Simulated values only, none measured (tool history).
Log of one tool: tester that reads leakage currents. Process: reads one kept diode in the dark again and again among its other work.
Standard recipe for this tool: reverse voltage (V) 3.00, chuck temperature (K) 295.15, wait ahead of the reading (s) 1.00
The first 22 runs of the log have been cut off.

run    hour  reverse voltage (V)  chuck temperature (K)  wait ahead of the reading (s)  hours of work since the probe card was cleaned  hours of work since the tester was calibrated  hours of work since the chuck was calibrated  current that the tester gives (pA)
     2880.8  -- chuck's temperature calibrated
 23  2899.2                17.30                 331.15                           5.51                                             743                                           4266                                             9                             2444.28
 24  3100.7                17.30                 331.15                           5.51                                             841                                           4364                                           107                             2435.18
 25  3211.6                 2.53                 296.15                           1.15                                             895                                           4419                                           162                               97.68
 26  3312.3                 2.53                 296.15                           1.15                                             944                                           4468                                           211                               97.74
 27  3524.6                19.82                 325.15                           0.67                                            1048                                           4572                                           315                             1714.81
 28  3678.8                19.82                 325.15                           0.67                                            1124                                           4647                                           390                             1713.04
 29  3867.1                 6.44                 295.15                           0.61                                            1216                                           4739                                           482                              124.58
     3893.3  -- tester calibrated
 30  4085.5                 3.00                 332.15                           1.00                                            1321                                             94                                           588                             1466.33

4 options for the next run, each taken on its own from the tool as it stands now. Forecast them:
  A  4208.0                 1.29                 316.15                           1.00                                            1381                                            154                                           648                                   ?
  B  4208.0                16.30                 332.15                           1.00                                            1381                                            154                                           648                                   ?
  C  4208.0                 3.67                 299.15                           4.36                                            1381                                            154                                           648                                   ?
  D  4208.0                 1.85                 300.15                           0.94                                            1381                                            154                                           648                                   ?

run  current that the tester gives (pA)
  A                              366.40
  B                             2584.86
  C                              140.15
  D                              121.20
With no hidden state in the tool, these same runs would have given:
run  current that the tester gives (pA)
  A                              366.30
  B                             2584.06
  C                              140.06
  D                              121.14
